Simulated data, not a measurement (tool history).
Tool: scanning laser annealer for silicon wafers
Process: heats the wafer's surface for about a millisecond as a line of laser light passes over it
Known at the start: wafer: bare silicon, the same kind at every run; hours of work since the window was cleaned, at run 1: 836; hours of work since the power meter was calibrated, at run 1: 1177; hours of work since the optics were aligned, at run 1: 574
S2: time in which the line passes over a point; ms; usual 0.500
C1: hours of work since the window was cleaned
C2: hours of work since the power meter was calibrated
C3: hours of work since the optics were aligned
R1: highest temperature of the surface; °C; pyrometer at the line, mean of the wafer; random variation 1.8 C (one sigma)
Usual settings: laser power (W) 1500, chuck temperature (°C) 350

run 1 hour=0.0 | laser_power_(W)=1500 S2=0.500 chuck_temperature_(°C)=350 | C1=836 C2=1177 C3=574 | R1=1016
run 2 hour=56.6 | laser_power_(W)=1500 S2=0.500 chuck_temperature_(°C)=350 | C1=876 C2=1217 C3=613 | R1=1017
-- hour=134.6 window over the wafer cleaned
run 3 hour=137.2 | laser_power_(W)=1445 S2=0.500 chuck_temperature_(°C)=350 | C1=2 C2=1272 C3=669 | R1=1013
run 4 hour=216.4 | laser_power_(W)=1445 S2=0.500 chuck_temperature_(°C)=350 | C1=58 C2=1328 C3=725 | R1=1011
run 5 hour=292.7 | laser_power_(W)=1445 S2=0.500 chuck_temperature_(°C)=350 | C1=111 C2=1382 C3=778 | R1=1011
run 6 hour=380.7 | laser_power_(W)=1445 S2=0.500 chuck_temperature_(°C)=350 | C1=173 C2=1444 C3=840 | R1=1010
run 7 hour=468.5 | laser_power_(W)=1445 S2=0.500 chuck_temperature_(°C)=350 | C1=235 C2=1505 C3=902 | R1=1004
run 8 hour=510.4 | laser_power_(W)=1445 S2=0.500 chuck_temperature_(°C)=350 | C1=265 C2=1535 C3=931 | R1=1007
run 9 hour=600.4 | laser_power_(W)=1445 S2=0.500 chuck_temperature_(°C)=350 | C1=328 C2=1598 C3=995 | R1=1005
run 10 hour=638.2 | laser_power_(W)=1368 S2=0.500 chuck_temperature_(°C)=350 | C1=355 C2=1625 C3=1021 | R1=959
run 11 hour=683.6 | laser_power_(W)=1368 S2=0.500 chuck_temperature_(°C)=350 | C1=386 C2=1657 C3=1053 | R1=961
-- hour=740.8 optics aligned, line set to its width
run 12 hour=771.1 | laser_power_(W)=1500 S2=0.500 chuck_temperature_(°C)=357 | C1=445 C2=1715 C3=21 | R1=1044
run 13 hour=825.4 | laser_power_(W)=1411 S2=0.500 chuck_temperature_(°C)=357 | C1=483 C2=1753 C3=60 | R1=999
run 14 hour=863.9 | laser_power_(W)=1411 S2=0.500 chuck_temperature_(°C)=357 | C1=510 C2=1780 C3=87 | R1=997
run 15 hour=944.8 | laser_power_(W)=1500 S2=0.500 chuck_temperature_(°C)=350 | C1=567 C2=1837 C3=144 | R1=1030
run 16 hour=1014.4 | laser_power_(W)=1358 S2=0.500 chuck_temperature_(°C)=340 | C1=616 C2=1886 C3=193 | R1=949
run 17 hour=1062.3 | laser_power_(W)=1358 S2=0.500 chuck_temperature_(°C)=340 | C1=650 C2=1920 C3=226 | R1=946
run 18 hour=1136.2 | laser_power_(W)=1491 S2=0.500 chuck_temperature_(°C)=340 | C1=702 C2=1972 C3=278 | R1=1009
run 19 hour=1195.8 | laser_power_(W)=1491 S2=0.500 chuck_temperature_(°C)=340 | C1=743 C2=2014 C3=320 | R1=1012
run 20 hour=1252.6 | laser_power_(W)=1316 S2=0.400 chuck_temperature_(°C)=332 | C1=784 C2=2054 C3=360 | R1=855
run 21 hour=1305.5 | laser_power_(W)=1316 S2=0.567 chuck_temperature_(°C)=332 | C1=821 C2=2091 C3=398 | R1=943
run 22 hour=1375.8 | laser_power_(W)=1500 S2=0.500 chuck_temperature_(°C)=314 | C1=870 C2=2141 C3=447 | R1=983
run 23 hour=1427.7 | laser_power_(W)=1542 S2=0.500 chuck_temperature_(°C)=350 | C1=907 C2=2177 C3=484 | R1=1042
-- hour=1459.8 window over the wafer cleaned
run 24 hour=1515.2 | laser_power_(W)=1542 S2=0.500 chuck_temperature_(°C)=350 | C1=39 C2=2237 C3=544 | R1=1068
run 25 hour=1579.9 | laser_power_(W)=1542 S2=0.500 chuck_temperature_(°C)=350 | C1=85 C2=2283 C3=589 | R1=1061
run 26 hour=1643.4 | laser_power_(W)=1500 S2=0.441 chuck_temperature_(°C)=375 | C1=129 C2=2327 C3=634 | R1=1024
run 27 hour=1720.0 | laser_power_(W)=1500 S2=0.441 chuck_temperature_(°C)=375 | C1=183 C2=2381 C3=688 | R1=1023
run 28 hour=1767.0 | laser_power_(W)=1500 S2=0.489 chuck_temperature_(°C)=375 | C1=216 C2=2414 C3=721 | R1=1052
run 29 hour=1857.3 | laser_power_(W)=1289 S2=0.500 chuck_temperature_(°C)=350 | C1=280 C2=2478 C3=785 | R1=922

5 ways to go on from here, each from the tool as it stands after run 29. What would each give?
run A hour=1940.8 | laser_power_(W)=1458 S2=0.500 chuck_temperature_(°C)=350 | C1=339 C2=2537 C3=843 | R1=?
run B hour=1940.8 | laser_power_(W)=1330 S2=0.464 chuck_temperature_(°C)=387 | C1=339 C2=2537 C3=843 | R1=?
run C hour=1940.8 | laser_power_(W)=1500 S2=0.384 chuck_temperature_(°C)=311 | C1=339 C2=2537 C3=843 | R1=?
run D hour=1940.8 | laser_power_(W)=1289 S2=0.500 chuck_temperature_(°C)=356 | C1=339 C2=2537 C3=843 | R1=?
run E hour=1940.8 | laser_power_(W)=1289 S2=0.397 chuck_temperature_(°C)=314 | C1=339 C2=2537 C3=843 | R1=?

run=A R1=1007
run=B R1=960
run=C R1=913
run=D R1=924
run=E R1=830
Without the tool's hidden state the same runs would have given:
run=A R1=1031
run=B R1=981
run=C R1=936
run=D R1=945
run=E R1=849
